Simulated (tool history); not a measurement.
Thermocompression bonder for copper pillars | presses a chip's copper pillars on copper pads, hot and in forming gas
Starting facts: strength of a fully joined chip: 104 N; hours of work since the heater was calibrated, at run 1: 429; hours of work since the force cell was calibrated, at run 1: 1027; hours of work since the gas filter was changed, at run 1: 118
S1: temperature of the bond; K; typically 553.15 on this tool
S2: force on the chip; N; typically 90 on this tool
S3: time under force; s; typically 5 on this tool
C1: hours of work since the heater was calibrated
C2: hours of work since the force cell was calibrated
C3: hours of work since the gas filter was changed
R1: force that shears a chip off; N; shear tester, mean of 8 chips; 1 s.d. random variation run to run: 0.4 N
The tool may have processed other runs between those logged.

run     day      S1   S2  S3    C1    C2   C3    R1
  1       0  553.15   90   5   429  1027  118  40.1
  2       3  553.15   90   8   460  1059  149    48
  3   5.179  553.15   90   5   483  1082  172  40.8
  4   6.833  553.15   90   5   501  1099  190  39.5
  5   8.596  553.15   90   3   519  1118  209  32.7
  6  10.642  553.15   90   3   541  1139  230  32.5
  7  12.238  553.15   90   3   558  1156  247    33
     15.388  -- forming gas filter changed
  8  15.633  553.15   90   3   593  1192    3  32.8
  9  18.154  553.15   90   5   620  1218   29  40.8
 10   21.05  553.15   90   5   650  1249   60  40.9
 11  23.504  553.15   90   5   676  1275   86  40.5
 12  26.417  545.15   90   5   707  1305  116  35.1
 13    28.2  545.15   90   5   726  1324  135  35.8
 14      31  545.15   90   5   755  1354  165  35.2
 15   32.95  553.15   90   5   776  1374  185  39.7
 16    34.4  553.15   59   5   791  1390  201  30.6
 17  35.833  538.15  122   4   806  1405  216  35.2
 18    37.5  538.15  122   4   824  1422  233  35.3
 19  39.921  560.15  134   4   849  1448  259  50.8
     41.858  -- forming gas filter changed
 20  42.488  560.15  134   4   876  1475    7  52.2
 21  45.558  560.15  134   4   909  1507   39  50.7
 22  47.454  560.15  134   4   929  1527   59  51.1
 23  49.417  530.15   71   9   949  1548   80  30.2
 24  52.588  530.15   69   4   983  1581  113  20.6
 25  55.046  530.15   69   4  1009  1607  139  21.2
 26  57.821  547.15   67  14  1038  1637  168  46.6
 27  60.354  548.15   75   5  1065  1663  195  33.3
 28  62.733  577.15   66   9  1090  1688  220  56.6
 29   65.05  559.15  127   9  1114  1713  245  64.4
 30  67.704  559.15  127   9  1142  1741  273  64.4
     68.329  -- forming gas filter changed
 31  69.383  559.15   73   3  1160  1758   11  32.1
 32  71.108  553.15   67   7  1178  1776   29  38.9

What if the next run were any one of these 5? Each begins from the tool's condition after run 32:
  A  73.871  553.15   89   9  1207  1806  58   ?
  B  73.871  574.15   69   3  1207  1806  58   ?
  C  73.871  553.15   69   9  1207  1806  58   ?
  D  73.871  553.15  127   5  1207  1806  58   ?
  E  73.871  561.15   82   6  1207  1806  58   ?

run    R1
  A  49.4
  B  38.1
  C  43.7
  D  49.6
  E  46.5
With the hidden condition removed and each run's random variation left untouched, the same runs would have given:
run    R1
  A  49.1
  B  37.8
  C  43.5
  D  49.3
  E  46.3
